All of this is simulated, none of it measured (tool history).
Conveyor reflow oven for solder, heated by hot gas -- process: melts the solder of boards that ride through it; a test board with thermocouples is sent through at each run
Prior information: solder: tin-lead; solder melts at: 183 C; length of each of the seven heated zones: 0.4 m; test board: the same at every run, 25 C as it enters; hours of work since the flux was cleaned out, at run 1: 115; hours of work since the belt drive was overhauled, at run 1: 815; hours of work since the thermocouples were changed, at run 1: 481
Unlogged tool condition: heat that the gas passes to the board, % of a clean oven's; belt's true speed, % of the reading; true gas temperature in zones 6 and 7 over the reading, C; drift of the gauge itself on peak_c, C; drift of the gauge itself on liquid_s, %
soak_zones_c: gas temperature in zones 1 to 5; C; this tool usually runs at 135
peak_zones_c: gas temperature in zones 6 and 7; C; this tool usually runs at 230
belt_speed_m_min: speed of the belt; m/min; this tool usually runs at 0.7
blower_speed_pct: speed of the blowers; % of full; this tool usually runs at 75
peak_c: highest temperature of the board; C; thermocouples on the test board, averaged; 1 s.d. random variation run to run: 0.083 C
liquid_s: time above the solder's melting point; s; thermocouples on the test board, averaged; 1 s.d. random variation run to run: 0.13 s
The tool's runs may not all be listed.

run	day	soak_zones_c	peak_zones_c	belt_speed_m_min	blower_speed_pct	hours of work since the flux was cleaned out	hours of work since the belt drive was overhauled	hours of work since the thermocouples were changed	peak_c	liquid_s
1	0	135	230	0.7	75	115	815	481	216.22	51
2	1.167	135	230	0.7	75	128	829	494	216.16	51.2
3	2.05	135	230	0.7	75	139	839	505	215.99	51.2
# day 3.479: flux residue cleaned out of gas plates and filters
4	3.6	123	230	0.7	75	1	855	521	214.78	46.9
5	4.704	123	230	0.7	75	15	869	534	214.74	47.1
6	5.442	123	230	0.7	75	23	877	543	214.74	46.9
7	6.633	135	230	0.7	75	38	892	557	216.45	51.4
8	7.621	135	230	0.7	75	49	903	569	216.47	51.4
9	8.525	135	230	0.7	75	60	914	580	216.61	51.7
# day 10.225: thermocouples of zones 6 and 7 changed
10	10.354	135	230	0.7	70	81	935	2	214.68	50.1
11	12.121	135	230	0.7	70	102	956	23	214.79	50
12	13.362	135	230	0.7	70	117	971	37	214.62	49.8
13	14.121	135	230	0.7	64	126	980	46	213.12	48.1
14	15.342	135	230	0.7	75	140	994	61	215.89	51.1
# day 16.621: flux residue cleaned out of gas plates and filters
15	17.2	135	230	0.7	75	7	1014	81	216.35	51.6
16	18.675	132	230	0.754	75	24	1031	98	213.68	45
17	19.904	132	230	0.754	75	39	1046	113	213.65	44.6
18	20.85	132	234	0.627	85	50	1057	124	224.32	63.2
19	22.579	128	239	0.728	80	71	1078	144	223.1	51.5
20	24.2	135	237	0.7	75	90	1097	164	222.41	55.7
21	25.512	135	219	0.715	75	106	1113	179	206.03	42.4
22	26.779	135	230	0.646	75	121	1128	194	218.29	58
23	27.712	134	233	0.796	62	132	1139	206	210.8	39.7
24	29.325	134	233	0.579	62	151	1158	225	221.07	66.6
# day 29.725: flux residue cleaned out of gas plates and filters
25	31.358	134	233	0.579	62	19	1180	246	221.77	67.3
26	33.096	126	234	0.751	75	40	1200	267	216.84	45.8
27	34.683	137	227	0.651	83	59	1219	286	217.82	58.2
28	35.771	137	227	0.651	83	72	1232	299	217.76	58.7
29	37.279	147	234	0.78	79	90	1250	317	220.05	51.8
30	38.029	135	238	0.819	75	99	1259	326	218.65	44.8

Branching from run 30: 3 alternative next runs. What would each branch give?
A	39.767	135	243	0.819	75	119	1280	346	?	?
B	39.767	135	230	0.7	71	119	1280	346	?	?
C	39.767	135	230	0.624	74	119	1280	346	?	?

run	peak_c	liquid_s
A	222.87	47
B	216.04	51.5
C	219.76	61.7
Stripped of hidden state, with their random variation kept, the same runs would have yielded:
run	peak_c	liquid_s
A	221.62	44.7
B	214.8	48.9
C	218.55	58.9
